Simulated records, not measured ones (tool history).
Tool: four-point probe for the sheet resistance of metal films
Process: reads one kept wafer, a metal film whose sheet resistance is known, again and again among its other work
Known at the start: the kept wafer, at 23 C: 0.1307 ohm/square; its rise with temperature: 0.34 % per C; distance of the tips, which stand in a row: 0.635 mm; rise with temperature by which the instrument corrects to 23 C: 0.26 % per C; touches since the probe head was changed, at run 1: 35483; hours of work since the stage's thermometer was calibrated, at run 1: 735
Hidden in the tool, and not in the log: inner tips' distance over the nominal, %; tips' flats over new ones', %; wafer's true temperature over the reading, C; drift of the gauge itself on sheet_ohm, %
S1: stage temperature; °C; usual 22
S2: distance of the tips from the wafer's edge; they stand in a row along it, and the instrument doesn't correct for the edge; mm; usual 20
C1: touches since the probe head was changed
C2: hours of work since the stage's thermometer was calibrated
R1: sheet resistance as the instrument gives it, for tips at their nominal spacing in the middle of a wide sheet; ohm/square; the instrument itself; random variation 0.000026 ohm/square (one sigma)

{"run": 1, "day": 0.0, "S1": 22, "S2": 20, "C1": 35483, "C2": 735, "R1": 0.130513}
{"run": 2, "day": 1.2, "S1": 22, "S2": 20, "C1": 36415, "C2": 753, "R1": 0.130549}
{"run": 3, "day": 2.225, "S1": 22, "S2": 20, "C1": 37210, "C2": 769, "R1": 0.130452}
{"run": 4, "day": 3.175, "S1": 23, "S2": 20, "C1": 37947, "C2": 783, "R1": 0.130579}
{"run": 5, "day": 4.008, "S1": 23, "S2": 20, "C1": 38593, "C2": 796, "R1": 0.130659}
{"run": 6, "day": 4.742, "S1": 23, "S2": 20, "C1": 39165, "C2": 807, "R1": 0.130663}
{"run": 7, "day": 5.738, "S1": 23, "S2": 20, "C1": 39936, "C2": 823, "R1": 0.130685}
{"run": 8, "day": 6.338, "S1": 23, "S2": 20, "C1": 40401, "C2": 832, "R1": 0.130634}
{"run": 9, "day": 6.975, "S1": 22, "S2": 45, "C1": 40896, "C2": 842, "R1": 0.130452}
{"run": 10, "day": 7.825, "S1": 22, "S2": 5, "C1": 41555, "C2": 855, "R1": 0.131618}
{"run": 11, "day": 9.108, "S1": 34, "S2": 5, "C1": 42554, "C2": 875, "R1": 0.132808}
{"day": 9.208, "done": "stage's thermometer calibrated"}
{"run": 12, "day": 9.692, "S1": 34, "S2": 5, "C1": 42988, "C2": 7, "R1": 0.132844}
{"run": 13, "day": 10.65, "S1": 28, "S2": 4, "C1": 43734, "C2": 22, "R1": 0.132812}
{"run": 14, "day": 11.271, "S1": 28, "S2": 4, "C1": 44214, "C2": 32, "R1": 0.132881}
{"run": 15, "day": 12.392, "S1": 28, "S2": 4, "C1": 45084, "C2": 49, "R1": 0.132865}
{"run": 16, "day": 13.238, "S1": 22, "S2": 37, "C1": 45742, "C2": 62, "R1": 0.13053}
{"run": 17, "day": 14.212, "S1": 22, "S2": 37, "C1": 46498, "C2": 77, "R1": 0.130515}

4 ways to go on from here, each from the tool as it stands after run 17. What would each give?
{"day": 14.396, "done": "stage's thermometer calibrated, once more"}
{"run": "A", "day": 15.533, "S1": 31, "S2": 5, "C1": 47507, "C2": 17, "R1": "?"}
{"day": 14.396, "done": "stage's thermometer calibrated, once more"}
{"run": "B", "day": 15.533, "S1": 22, "S2": 37, "C1": 47507, "C2": 17, "R1": "?"}
{"day": 14.396, "done": "stage's thermometer calibrated, once more"}
{"run": "C", "day": 15.533, "S1": 25, "S2": 15, "C1": 47507, "C2": 17, "R1": "?"}
{"day": 14.396, "done": "stage's thermometer calibrated, once more"}
{"run": "D", "day": 15.533, "S1": 22, "S2": 7, "C1": 47507, "C2": 17, "R1": "?"}

run=A R1=0.132724
run=B R1=0.130708
run=C R1=0.131178
run=D R1=0.131295
Without the tool's hidden state the same runs would have given:
run=A R1=0.132629
run=B R1=0.130613
run=C R1=0.131084
run=D R1=0.131201
